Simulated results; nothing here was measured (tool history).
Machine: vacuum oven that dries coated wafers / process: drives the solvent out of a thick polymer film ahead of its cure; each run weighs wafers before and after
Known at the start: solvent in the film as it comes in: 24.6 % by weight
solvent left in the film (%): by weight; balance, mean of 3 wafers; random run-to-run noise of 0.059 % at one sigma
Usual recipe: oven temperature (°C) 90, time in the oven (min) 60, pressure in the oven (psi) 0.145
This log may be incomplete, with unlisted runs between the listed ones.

run 1 day=0 | oven_temperature_(°C)=90 time_in_the_oven_(min)=60 pressure_in_the_oven_(psi)=0.145 | solvent_left_in_the_film_(%)=3.36
run 2 day=2.192 | oven_temperature_(°C)=90 time_in_the_oven_(min)=60 pressure_in_the_oven_(psi)=0.145 | solvent_left_in_the_film_(%)=3.3
run 3 day=4.146 | oven_temperature_(°C)=90 time_in_the_oven_(min)=60 pressure_in_the_oven_(psi)=0.145 | solvent_left_in_the_film_(%)=3.46
run 4 day=5.083 | oven_temperature_(°C)=90 time_in_the_oven_(min)=60 pressure_in_the_oven_(psi)=0.145 | solvent_left_in_the_film_(%)=3.37
run 5 day=6.458 | oven_temperature_(°C)=90 time_in_the_oven_(min)=60 pressure_in_the_oven_(psi)=0.145 | solvent_left_in_the_film_(%)=3.35
run 6 day=8.675 | oven_temperature_(°C)=90 time_in_the_oven_(min)=60 pressure_in_the_oven_(psi)=0.145 | solvent_left_in_the_film_(%)=3.41
run 7 day=10.446 | oven_temperature_(°C)=105 time_in_the_oven_(min)=86 pressure_in_the_oven_(psi)=0.26 | solvent_left_in_the_film_(%)=0.5
run 8 day=12.662 | oven_temperature_(°C)=105 time_in_the_oven_(min)=107 pressure_in_the_oven_(psi)=0.483 | solvent_left_in_the_film_(%)=0.71
run 9 day=13.629 | oven_temperature_(°C)=105 time_in_the_oven_(min)=107 pressure_in_the_oven_(psi)=0.483 | solvent_left_in_the_film_(%)=0.82
run 10 day=15.888 | oven_temperature_(°C)=105 time_in_the_oven_(min)=107 pressure_in_the_oven_(psi)=0.483 | solvent_left_in_the_film_(%)=0.72

Forecast each of these 3 alternatives for the next run:
run A day=17.758 | oven_temperature_(°C)=77 time_in_the_oven_(min)=49 pressure_in_the_oven_(psi)=0.321 | solvent_left_in_the_film_(%)=?
run B day=17.758 | oven_temperature_(°C)=94 time_in_the_oven_(min)=107 pressure_in_the_oven_(psi)=0.441 | solvent_left_in_the_film_(%)=?
run C day=17.758 | oven_temperature_(°C)=105 time_in_the_oven_(min)=74 pressure_in_the_oven_(psi)=0.129 | solvent_left_in_the_film_(%)=?

run=A solvent_left_in_the_film_(%)=11.87
run=B solvent_left_in_the_film_(%)=1.28
run=C solvent_left_in_the_film_(%)=0.19
Take away the tool's hidden state, keep each run's random variation, and the runs would have read:
run=A solvent_left_in_the_film_(%)=11.57
run=B solvent_left_in_the_film_(%)=1.15
run=C solvent_left_in_the_film_(%)=0.12

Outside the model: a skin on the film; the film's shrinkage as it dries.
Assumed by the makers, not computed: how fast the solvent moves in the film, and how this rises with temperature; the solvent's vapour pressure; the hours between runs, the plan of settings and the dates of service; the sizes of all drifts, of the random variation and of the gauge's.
